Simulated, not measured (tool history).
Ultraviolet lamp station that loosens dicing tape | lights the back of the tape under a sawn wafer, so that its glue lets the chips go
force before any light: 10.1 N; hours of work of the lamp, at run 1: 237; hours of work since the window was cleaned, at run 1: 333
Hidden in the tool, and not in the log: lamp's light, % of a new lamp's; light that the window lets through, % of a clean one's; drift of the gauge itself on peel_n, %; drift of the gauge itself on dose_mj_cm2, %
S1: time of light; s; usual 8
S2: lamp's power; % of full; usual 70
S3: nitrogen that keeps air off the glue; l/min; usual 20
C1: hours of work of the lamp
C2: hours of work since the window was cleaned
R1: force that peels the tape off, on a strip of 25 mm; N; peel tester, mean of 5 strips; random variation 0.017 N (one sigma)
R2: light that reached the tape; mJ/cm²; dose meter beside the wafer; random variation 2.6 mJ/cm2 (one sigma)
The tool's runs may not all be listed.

run,day,S1,S2,S3,C1,C2,R1,R2
1,0.000,8,70,20,237,333,0.827,331
2,0.304,8,70,20,240,337,0.811,332
# day 0.517: window cleaned of glue's vapour
3,0.838,15,70,20,246,4,0.210,631
4,1.383,8,70,39,253,10,0.513,330
5,1.721,8,70,20,257,14,0.799,330
6,2.158,8,70,20,262,20,0.823,334
7,2.650,4,70,20,268,26,2.674,166
8,3.183,4,70,20,275,32,2.741,165
9,3.575,4,70,10,279,37,3.814,169
10,4.008,4,70,8,284,42,4.074,168
11,4.604,8,70,20,292,49,0.825,334
12,5.158,8,70,20,298,56,0.835,337
13,5.621,8,70,20,304,61,0.823,333
14,5.888,8,70,10,307,64,1.438,336
15,6.267,8,70,10,311,69,1.439,331
16,6.683,8,70,10,316,74,1.461,338
17,7.192,6,96,12,323,80,1.163,346
18,7.562,8,83,18,327,84,0.622,397
19,7.854,8,80,10,330,88,1.103,382
20,8.329,8,76,17,336,93,0.768,361
21,8.667,11,63,17,340,98,0.579,415
22,9.000,8,70,9,344,102,1.567,336
23,9.346,4,71,20,348,106,2.748,170
24,9.938,5,92,34,355,113,0.861,276
25,10.396,5,94,34,361,118,0.796,282
26,10.825,5,94,34,366,123,0.844,286
27,11.162,6,73,27,370,127,1.157,265

Forecast each of these 4 alternatives for the next run:
A,11.567,6,73,35,375,132,?,?
B,11.567,8,70,16,375,132,?,?
C,11.567,8,73,27,375,132,?,?
D,11.567,5,74,7,375,132,?,?

run,R1,R2
A,0.909,262
B,0.997,335
C,0.593,350
D,3.260,223
Without the tool's hidden state the same runs would have given:
run,R1,R2
A,0.906,262
B,0.994,336
C,0.591,351
D,3.255,223
